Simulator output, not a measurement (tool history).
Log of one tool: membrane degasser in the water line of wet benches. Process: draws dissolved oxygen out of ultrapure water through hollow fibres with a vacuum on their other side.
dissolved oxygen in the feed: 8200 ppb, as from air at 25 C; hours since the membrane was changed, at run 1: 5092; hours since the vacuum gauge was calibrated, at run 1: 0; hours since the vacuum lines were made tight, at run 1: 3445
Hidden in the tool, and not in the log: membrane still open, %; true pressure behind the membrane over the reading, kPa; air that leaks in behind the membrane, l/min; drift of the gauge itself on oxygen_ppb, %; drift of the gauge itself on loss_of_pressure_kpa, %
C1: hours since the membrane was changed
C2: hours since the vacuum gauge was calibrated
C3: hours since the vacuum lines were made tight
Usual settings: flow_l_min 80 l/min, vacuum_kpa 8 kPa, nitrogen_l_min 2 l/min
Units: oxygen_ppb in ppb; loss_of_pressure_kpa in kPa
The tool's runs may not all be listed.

run 1 hour=0 | flow_l_min=80 vacuum_kpa=8 nitrogen_l_min=2 | C1=5092 C2=0 C3=3445 | oxygen_ppb=376.8 loss_of_pressure_kpa=40.39
run 2 hour=118.2 | flow_l_min=83 vacuum_kpa=8 nitrogen_l_min=2 | C1=5210 C2=118 C3=3563 | oxygen_ppb=388.5 loss_of_pressure_kpa=41.77
run 3 hour=266 | flow_l_min=65 vacuum_kpa=8 nitrogen_l_min=2 | C1=5358 C2=266 C3=3711 | oxygen_ppb=319 loss_of_pressure_kpa=32.46
run 4 hour=365.2 | flow_l_min=80 vacuum_kpa=8 nitrogen_l_min=2 | C1=5457 C2=365 C3=3810 | oxygen_ppb=376.5 loss_of_pressure_kpa=40.14
run 5 hour=443.1 | flow_l_min=55 vacuum_kpa=8 nitrogen_l_min=2 | C1=5535 C2=443 C3=3888 | oxygen_ppb=276.7 loss_of_pressure_kpa=27.82
run 6 hour=532.7 | flow_l_min=55 vacuum_kpa=8 nitrogen_l_min=2 | C1=5625 C2=533 C3=3978 | oxygen_ppb=276.9 loss_of_pressure_kpa=27.71
run 7 hour=673.1 | flow_l_min=80 vacuum_kpa=8 nitrogen_l_min=1.21 | C1=5765 C2=673 C3=4118 | oxygen_ppb=545.3 loss_of_pressure_kpa=40.36
run 8 hour=777.4 | flow_l_min=80 vacuum_kpa=8 nitrogen_l_min=1.21 | C1=5870 C2=777 C3=4222 | oxygen_ppb=548.2 loss_of_pressure_kpa=40.17
run 9 hour=887.7 | flow_l_min=80 vacuum_kpa=8 nitrogen_l_min=4.52 | C1=5980 C2=888 C3=4333 | oxygen_ppb=196.6 loss_of_pressure_kpa=40.25
run 10 hour=1002.4 | flow_l_min=80 vacuum_kpa=8 nitrogen_l_min=2 | C1=6095 C2=1002 C3=4447 | oxygen_ppb=382.6 loss_of_pressure_kpa=40.08
run 11 hour=1111.7 | flow_l_min=80 vacuum_kpa=8 nitrogen_l_min=2 | C1=6204 C2=1112 C3=4557 | oxygen_ppb=381 loss_of_pressure_kpa=40.1
run 12 hour=1200.1 | flow_l_min=80 vacuum_kpa=16.32 nitrogen_l_min=2 | C1=6292 C2=1200 C3=4645 | oxygen_ppb=961 loss_of_pressure_kpa=40.27
run 13 hour=1314.4 | flow_l_min=80 vacuum_kpa=16.32 nitrogen_l_min=2 | C1=6407 C2=1314 C3=4759 | oxygen_ppb=964 loss_of_pressure_kpa=40.34
run 14 hour=1447.1 | flow_l_min=80 vacuum_kpa=16.51 nitrogen_l_min=2 | C1=6539 C2=1447 C3=4892 | oxygen_ppb=977.5 loss_of_pressure_kpa=40.42
run 15 hour=1609 | flow_l_min=80 vacuum_kpa=16.51 nitrogen_l_min=3.48 | C1=6701 C2=1609 C3=5054 | oxygen_ppb=634.8 loss_of_pressure_kpa=40.62
run 16 hour=1757.6 | flow_l_min=80 vacuum_kpa=16.51 nitrogen_l_min=3.48 | C1=6850 C2=1758 C3=5203 | oxygen_ppb=637.4 loss_of_pressure_kpa=40.53
run 17 hour=1887.3 | flow_l_min=80 vacuum_kpa=16.51 nitrogen_l_min=3.48 | C1=6979 C2=1887 C3=5332 | oxygen_ppb=638 loss_of_pressure_kpa=40.45

Run 18 comes next. What will it give?
run 18 hour=1957.7 | flow_l_min=80 vacuum_kpa=16.51 nitrogen_l_min=3.48 | C1=7050 C2=1958 C3=5403 | oxygen_ppb=? loss_of_pressure_kpa=?

oxygen_ppb: 637 ppb
loss_of_pressure_kpa: 40.6 kPa
Without the tool's hidden state the same run would have given oxygen_ppb 632 ppb, loss_of_pressure_kpa 39.61 kPa.
